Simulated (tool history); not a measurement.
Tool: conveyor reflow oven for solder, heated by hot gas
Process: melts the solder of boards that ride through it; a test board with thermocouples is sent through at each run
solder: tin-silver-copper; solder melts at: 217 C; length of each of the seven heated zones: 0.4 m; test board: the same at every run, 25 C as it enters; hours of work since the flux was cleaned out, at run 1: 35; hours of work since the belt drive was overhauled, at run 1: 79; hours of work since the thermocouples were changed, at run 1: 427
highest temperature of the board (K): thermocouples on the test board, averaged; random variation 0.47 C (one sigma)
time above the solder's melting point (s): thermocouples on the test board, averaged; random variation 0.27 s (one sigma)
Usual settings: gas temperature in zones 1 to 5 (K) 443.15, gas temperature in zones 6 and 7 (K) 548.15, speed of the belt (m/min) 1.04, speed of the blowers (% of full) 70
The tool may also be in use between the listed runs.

run	hour	gas temperature in zones 1 to 5 (K)	gas temperature in zones 6 and 7 (K)	speed of the belt (m/min)	speed of the blowers (% of full)	hours of work since the flux was cleaned out	hours of work since the belt drive was overhauled	hours of work since the thermocouples were changed	highest temperature of the board (K)	time above the solder's melting point (s)
1	0	443.15	548.15	1.04	70	35	79	427	528.65	34.5
2	11.3	443.15	548.15	1.04	70	44	87	435	527.95	34.7
3	20.1	443.15	548.15	1.04	70	51	94	442	528.65	34.5
4	28.1	443.15	548.15	1.04	70	57	101	449	528.55	34.6
5	36.1	443.15	548.15	1.04	70	63	107	455	528.15	34.5
6	45.9	443.15	548.15	1.04	70	71	115	463	528.55	34.7
7	59	443.15	548.15	1.04	70	81	125	473	528.35	34.6
8	67.1	443.15	548.15	1.04	70	87	131	479	528.85	34.4
9	78.5	443.15	548.15	1.11	70	96	140	488	525.85	31.4
10	90	443.15	548.15	1.11	70	105	149	497	526.75	30.8
11	101.9	443.15	548.15	1.11	70	115	158	506	525.95	31.4
12	109.2	443.15	548.15	1.04	70	120	164	512	528.25	34.6
13	115.9	443.15	548.15	1.04	70	126	169	517	528.55	34.7
14	128.9	443.15	548.15	1.04	70	136	179	528	527.85	34.8
15	142	443.15	548.15	1.04	70	146	190	538	528.75	34.5
16	147.8	443.15	548.15	1.04	70	151	194	542	527.75	34.9
17	154.1	443.15	548.15	0.94	70	156	199	547	531.75	40.1
18	162.9	443.15	548.15	0.95	70	162	206	554	531.45	39.9
19	170.5	447.15	559.15	0.97	53	168	212	560	535.85	40.3
20	182.5	448.15	540.15	0.97	65	178	222	570	523.25	36.3
21	192.3	443.15	548.15	1.04	62	185	229	577	525.65	33.6
22	201.9	443.15	548.15	1.04	62	193	237	585	525.45	33.1
23	208.5	443.15	548.15	1.04	62	198	242	590	525.35	33.3
24	219.1	441.15	537.15	0.84	68	206	250	598	524.25	41.8
25	230.2	441.15	537.15	0.84	68	215	259	607	524.65	41.9
26	237.9	443.15	541.15	1.04	82	221	265	613	524.95	34.2
27	243.7	443.15	541.15	1.04	82	226	269	618	524.95	33.6
28	253	448.15	541.15	0.89	83	233	277	625	530.25	43.9
29	263	443.15	538.15	1.22	70	241	285	633	513.25	22.2

The next listed run, before its measurement:
30	275.7	443.15	538.15	1.22	70	251	295	643	?	?

{"run 30": {"highest temperature of the board (K)": 513.45, "time above the solder's melting point (s)": 22.3}}
Without the tool's hidden state the same run would have given highest temperature of the board (K) 513.55, time above the solder's melting point (s) 22.4.
